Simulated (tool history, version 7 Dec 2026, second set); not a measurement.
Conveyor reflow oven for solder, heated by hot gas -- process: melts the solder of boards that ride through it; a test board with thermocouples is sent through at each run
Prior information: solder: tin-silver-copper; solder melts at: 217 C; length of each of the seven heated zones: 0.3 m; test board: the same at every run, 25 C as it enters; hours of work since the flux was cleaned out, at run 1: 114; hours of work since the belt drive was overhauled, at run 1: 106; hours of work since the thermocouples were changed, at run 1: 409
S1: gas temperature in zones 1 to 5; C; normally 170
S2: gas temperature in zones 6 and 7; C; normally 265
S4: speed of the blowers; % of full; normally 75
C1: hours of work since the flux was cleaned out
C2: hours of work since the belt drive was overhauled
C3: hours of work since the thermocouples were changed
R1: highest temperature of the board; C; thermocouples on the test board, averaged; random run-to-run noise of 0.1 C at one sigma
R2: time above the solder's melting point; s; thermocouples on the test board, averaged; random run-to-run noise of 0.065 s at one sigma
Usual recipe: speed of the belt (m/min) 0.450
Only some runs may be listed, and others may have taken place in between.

Run 1, hour 0.0: usual settings; C1 114; C2 106; C3 409. Result: R1 253.7 C, R2 61.43 s.
Run 2, hour 4.5: usual settings but S2 256 C; C1 117; C2 109; C3 411. Result: R1 245.3 C, R2 55.40 s.
Run 3, hour 13.9: usual settings but S2 256 C; C1 123; C2 115; C3 418. Result: R1 245.4 C, R2 55.35 s.
Run 4, hour 20.8: usual settings but S2 255 C; C1 127; C2 120; C3 422. Result: R1 244.4 C, R2 54.58 s.
Run 5, hour 29.4: usual settings but S2 255 C; C1 133; C2 125; C3 428. Result: R1 244.5 C, R2 54.59 s.
Run 6, hour 35.9: usual settings but S2 255 C; C1 137; C2 129; C3 432. Result: R1 244.3 C, R2 54.47 s.
Run 7, hour 40.1: usual settings but S2 255 C; C1 140; C2 132; C3 434. Result: R1 244.3 C, R2 54.53 s.
Run 8, hour 44.3: usual settings but S2 277 C; C1 142; C2 135; C3 437. Result: R1 264.8 C, R2 67.72 s.
Run 9, hour 52.9: usual settings but S2 277 C; C1 148; C2 140; C3 443. Result: R1 264.8 C, R2 67.60 s.
Run 10, hour 61.1: usual settings; C1 153; C2 146; C3 448. Result: R1 253.4 C, R2 61.19 s.
Run 11, hour 70.4: usual settings; C1 159; C2 152; C3 454. Result: R1 253.5 C, R2 61.25 s.
At hour 75.3: belt drive overhauled, speed set with a stopwatch.
Run 12, hour 79.7: usual settings; C1 162; C2 3; C3 457. Result: R1 253.4 C, R2 61.18 s.
Run 13, hour 89.1: usual settings but speed of the belt (m/min) 0.414; C1 168; C2 9; C3 463. Result: R1 255.4 C, R2 68.71 s.
Run 14, hour 94.3: usual settings but speed of the belt (m/min) 0.414; C1 172; C2 12; C3 467. Result: R1 255.2 C, R2 68.70 s.
Run 15, hour 102.5: usual settings but speed of the belt (m/min) 0.414; C1 177; C2 17; C3 472. Result: R1 255.4 C, R2 68.65 s.
Run 16, hour 110.4: usual settings but S1 169 C, S2 261 C; C1 182; C2 23; C3 477. Result: R1 249.4 C, R2 58.11 s.
At hour 121.5: belt drive overhauled, speed set with a stopwatch, once more.
Run 17, hour 123.1: usual settings but S1 169 C, S2 261 C; C1 188; C2 1; C3 483. Result: R1 249.4 C, R2 57.99 s.
Run 18, hour 128.1: usual settings but S1 166 C, S2 268 C, speed of the belt (m/min) 0.449; C1 191; C2 4; C3 486. Result: R1 255.4 C, R2 61.33 s.
Run 19, hour 134.5: usual settings but S1 159 C, S2 255 C, speed of the belt (m/min) 0.521, S4 82 % of full; C1 195; C2 8; C3 490. Result: R1 239.8 C, R2 38.82 s.
Run 20, hour 138.5: usual settings but S1 159 C, S2 255 C, speed of the belt (m/min) 0.521, S4 82 % of full; C1 198; C2 11; C3 493. Result: R1 239.8 C, R2 38.79 s.
Run 21, hour 147.7: usual settings but S1 167 C, S2 273 C, speed of the belt (m/min) 0.463; C1 204; C2 17; C3 498. Result: R1 259.3 C, R2 61.82 s.
At hour 160.0: flux residue cleaned out of gas plates and filters.
Run 22, hour 162.5: usual settings but S1 167 C, S2 273 C, speed of the belt (m/min) 0.463, S4 65 % of full; C1 2; C2 23; C3 505. Result: R1 258.4 C, R2 60.78 s.
Run 23, hour 169.0: usual settings but S1 173 C, S2 257 C, S4 56 % of full; C1 6; C2 27; C3 509. Result: R1 243.2 C, R2 52.72 s.
Run 24, hour 176.2: usual settings but speed of the belt (m/min) 0.486, S4 52 % of full; C1 10; C2 32; C3 514. Result: R1 246.1 C, R2 48.83 s.
Run 25, hour 184.3: usual settings but speed of the belt (m/min) 0.486, S4 52 % of full; C1 16; C2 37; C3 519. Result: R1 246.1 C, R2 48.91 s.
Run 26, hour 193.8: usual settings but speed of the belt (m/min) 0.486, S4 52 % of full; C1 22; C2 43; C3 525. Result: R1 246.0 C, R2 48.76 s.
Run 27, hour 198.5: usual settings but speed of the belt (m/min) 0.486, S4 52 % of full; C1 25; C2 46; C3 528. Result: R1 245.9 C, R2 48.71 s.
Run 28, hour 202.6: usual settings but S1 184 C; C1 27; C2 49; C3 531. Result: R1 255.6 C, R2 68.11 s.
Run 29, hour 210.3: usual settings but S1 184 C; C1 32; C2 54; C3 536. Result: R1 255.5 C, R2 68.04 s.
Run 30, hour 219.3: usual settings but S1 184 C; C1 38; C2 60; C3 541. Result: R1 255.4 C, R2 68.12 s.

Pick out some run-to-run changes in R1. Of each, how much would a tool without hidden state show as well, from the settings, what came in and chance, and how much is left for the hidden state and any gauge scatter not in both results compared?
Hidden conditions of the tool in this case: heat that the gas passes to the board, % of a clean oven's; belt's true speed, % of the reading; true gas temperature in zones 6 and 7 over the reading, C; drift of the gauge itself on peak_c, C; drift of the gauge itself on liquid_s, %.
Run 7 -> 8: S2 255 -> 277. R1 +20.5 C: hidden state -0.1, all else +20.6.
Run 15 -> 16: S1 170 -> 169, S2 265 -> 261, speed of the belt (m/min) 0.414 -> 0.450. R1 -6.0 C: hidden state -0.2, all else -5.8.
Run 17 -> 18: S1 169 -> 166, S2 261 -> 268, speed of the belt (m/min) 0.450 -> 0.449. R1 +6.0 C: hidden state -0.2, all else +6.2.
Run 18 -> 19: S1 166 -> 159, S2 268 -> 255, speed of the belt (m/min) 0.449 -> 0.521, S4 75 -> 82. R1 -15.6 C: hidden state -0.2, all else -15.4.
Run 20 -> 21: S1 159 -> 167, S2 255 -> 273, speed of the belt (m/min) 0.521 -> 0.463, S4 82 -> 75. R1 +19.5 C: hidden state +0.2, all else +19.3.
Run 21 -> 22: S4 75 -> 65, flux residue cleaned out of gas plates and filters. R1 -0.9 C: hidden state +1.1, all else -2.0.

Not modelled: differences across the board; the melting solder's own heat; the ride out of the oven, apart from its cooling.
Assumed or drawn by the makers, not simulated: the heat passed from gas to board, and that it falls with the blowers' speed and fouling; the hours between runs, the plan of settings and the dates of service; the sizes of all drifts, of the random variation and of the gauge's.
